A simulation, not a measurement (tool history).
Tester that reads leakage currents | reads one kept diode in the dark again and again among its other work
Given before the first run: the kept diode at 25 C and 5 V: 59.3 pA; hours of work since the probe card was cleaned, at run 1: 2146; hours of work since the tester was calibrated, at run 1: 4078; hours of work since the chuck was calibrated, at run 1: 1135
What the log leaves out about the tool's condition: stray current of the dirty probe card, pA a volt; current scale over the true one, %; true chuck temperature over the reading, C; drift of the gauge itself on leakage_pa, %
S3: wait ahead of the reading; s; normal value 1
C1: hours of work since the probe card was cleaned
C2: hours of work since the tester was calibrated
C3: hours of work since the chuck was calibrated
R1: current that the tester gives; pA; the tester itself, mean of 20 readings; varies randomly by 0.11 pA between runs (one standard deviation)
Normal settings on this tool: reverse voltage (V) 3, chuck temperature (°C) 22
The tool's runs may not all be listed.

run 1 hour=0 | reverse_voltage_(V)=3 chuck_temperature_(°C)=22 S3=1 | C1=2146 C2=4078 C3=1135 | R1=37.45
run 2 hour=97.9 | reverse_voltage_(V)=3 chuck_temperature_(°C)=22 S3=1 | C1=2207 C2=4139 C3=1195 | R1=37.48
run 3 hour=201.3 | reverse_voltage_(V)=3 chuck_temperature_(°C)=22 S3=1 | C1=2271 C2=4203 C3=1260 | R1=37.81
run 4 hour=392.9 | reverse_voltage_(V)=3 chuck_temperature_(°C)=22 S3=3.36 | C1=2390 C2=4322 C3=1379 | R1=37.09
run 5 hour=546.8 | reverse_voltage_(V)=3 chuck_temperature_(°C)=22 S3=0.37 | C1=2486 C2=4418 C3=1475 | R1=38.69
-- hour=690.5 chuck's temperature calibrated
run 6 hour=723.6 | reverse_voltage_(V)=3 chuck_temperature_(°C)=22 S3=0.37 | C1=2595 C2=4527 C3=21 | R1=43.32
run 7 hour=839.7 | reverse_voltage_(V)=3 chuck_temperature_(°C)=48 S3=1 | C1=2667 C2=4599 C3=93 | R1=286.07
run 8 hour=1036 | reverse_voltage_(V)=3 chuck_temperature_(°C)=48 S3=1 | C1=2789 C2=4721 C3=215 | R1=284.39
run 9 hour=1198.1 | reverse_voltage_(V)=3 chuck_temperature_(°C)=27 S3=1 | C1=2890 C2=4822 C3=316 | R1=60.48
run 10 hour=1290.8 | reverse_voltage_(V)=3 chuck_temperature_(°C)=22 S3=1 | C1=2947 C2=4879 C3=373 | R1=42.28
run 11 hour=1397.6 | reverse_voltage_(V)=3 chuck_temperature_(°C)=47 S3=1 | C1=3014 C2=4946 C3=440 | R1=262.7
run 12 hour=1560.5 | reverse_voltage_(V)=3 chuck_temperature_(°C)=47 S3=1 | C1=3115 C2=5047 C3=541 | R1=260.41
-- hour=1578.1 tester calibrated
run 13 hour=1650.2 | reverse_voltage_(V)=3 chuck_temperature_(°C)=47 S3=1 | C1=3170 C2=45 C3=595 | R1=253.23
run 14 hour=1771.9 | reverse_voltage_(V)=3 chuck_temperature_(°C)=47 S3=1 | C1=3245 C2=121 C3=671 | R1=252.89
run 15 hour=1871.3 | reverse_voltage_(V)=3 chuck_temperature_(°C)=47 S3=1 | C1=3307 C2=182 C3=733 | R1=254.21
run 16 hour=2006.8 | reverse_voltage_(V)=3 chuck_temperature_(°C)=22 S3=1 | C1=3391 C2=267 C3=817 | R1=41.25
-- hour=2130.7 probe card cleaned and baked
run 17 hour=2190.8 | reverse_voltage_(V)=3 chuck_temperature_(°C)=22 S3=1 | C1=37 C2=379 C3=930 | R1=32.94
run 18 hour=2319.2 | reverse_voltage_(V)=3 chuck_temperature_(°C)=22 S3=1 | C1=117 C2=459 C3=1010 | R1=32.83
run 19 hour=2500.1 | reverse_voltage_(V)=3 chuck_temperature_(°C)=22 S3=1 | C1=230 C2=571 C3=1122 | R1=32.75
run 20 hour=2649.8 | reverse_voltage_(V)=3 chuck_temperature_(°C)=22 S3=1 | C1=323 C2=664 C3=1215 | R1=32.98
run 21 hour=2815.7 | reverse_voltage_(V)=3 chuck_temperature_(°C)=22 S3=1 | C1=426 C2=768 C3=1318 | R1=33
run 22 hour=2958.2 | reverse_voltage_(V)=1.54 chuck_temperature_(°C)=32 S3=0.87 | C1=515 C2=856 C3=1407 | R1=49.76
run 23 hour=3058.5 | reverse_voltage_(V)=11.14 chuck_temperature_(°C)=32 S3=1.15 | C1=577 C2=919 C3=1469 | R1=165.43
-- hour=3193.6 chuck's temperature calibrated
run 24 hour=3245.1 | reverse_voltage_(V)=11.14 chuck_temperature_(°C)=42 S3=1.57 | C1=692 C2=1033 C3=32 | R1=391.98
run 25 hour=3349.6 | reverse_voltage_(V)=3 chuck_temperature_(°C)=46 S3=2.13 | C1=757 C2=1098 C3=97 | R1=238.19
run 26 hour=3525.6 | reverse_voltage_(V)=1.25 chuck_temperature_(°C)=56 S3=5.49 | C1=866 C2=1208 C3=206 | R1=287.93
run 27 hour=3652.1 | reverse_voltage_(V)=1.25 chuck_temperature_(°C)=56 S3=5.49 | C1=945 C2=1286 C3=285 | R1=286.91
run 28 hour=3798.6 | reverse_voltage_(V)=3 chuck_temperature_(°C)=22 S3=4.17 | C1=1036 C2=1378 C3=376 | R1=36.11
run 29 hour=3926.6 | reverse_voltage_(V)=3 chuck_temperature_(°C)=22 S3=4.17 | C1=1115 C2=1457 C3=456 | R1=36.1
run 30 hour=4064.7 | reverse_voltage_(V)=3 chuck_temperature_(°C)=22 S3=4.17 | C1=1201 C2=1543 C3=542 | R1=36.03
run 31 hour=4156.8 | reverse_voltage_(V)=7.29 chuck_temperature_(°C)=35 S3=1.08 | C1=1259 C2=1600 C3=599 | R1=174.93
run 32 hour=4348.4 | reverse_voltage_(V)=6.07 chuck_temperature_(°C)=24 S3=2.1 | C1=1378 C2=1719 C3=718 | R1=66.92
run 33 hour=4500.1 | reverse_voltage_(V)=6.07 chuck_temperature_(°C)=24 S3=2.1 | C1=1472 C2=1814 C3=812 | R1=66.68
run 34 hour=4690.7 | reverse_voltage_(V)=8.72 chuck_temperature_(°C)=24 S3=6.37 | C1=1590 C2=1932 C3=931 | R1=84.19
run 35 hour=4873 | reverse_voltage_(V)=6.58 chuck_temperature_(°C)=49 S3=1 | C1=1704 C2=2046 C3=1044 | R1=452.66
run 36 hour=5024.7 | reverse_voltage_(V)=3 chuck_temperature_(°C)=22 S3=2.8 | C1=1798 C2=2140 C3=1139 | R1=36.14
run 37 hour=5179.5 | reverse_voltage_(V)=3 chuck_temperature_(°C)=22 S3=2.8 | C1=1894 C2=2236 C3=1235 | R1=36.28
run 38 hour=5349.9 | reverse_voltage_(V)=2.61 chuck_temperature_(°C)=22 S3=1 | C1=2000 C2=2342 C3=1341 | R1=33.52

What if the next run were any one of these 3? Each begins from the tool's condition after run 38:
run A hour=5445.8 | reverse_voltage_(V)=2.61 chuck_temperature_(°C)=40 S3=0.98 | C1=2060 C2=2402 C3=1400 | R1=?
run B hour=5445.8 | reverse_voltage_(V)=4.54 chuck_temperature_(°C)=22 S3=1 | C1=2060 C2=2402 C3=1400 | R1=?
run C hour=5445.8 | reverse_voltage_(V)=3 chuck_temperature_(°C)=38 S3=1 | C1=2060 C2=2402 C3=1400 | R1=?

run=A R1=132.1
run=B R1=48.41
run=C R1=123.13
What these runs would have given with no unlogged condition in the tool:
run=A R1=137.5
run=B R1=44.28
run=C R1=127.29

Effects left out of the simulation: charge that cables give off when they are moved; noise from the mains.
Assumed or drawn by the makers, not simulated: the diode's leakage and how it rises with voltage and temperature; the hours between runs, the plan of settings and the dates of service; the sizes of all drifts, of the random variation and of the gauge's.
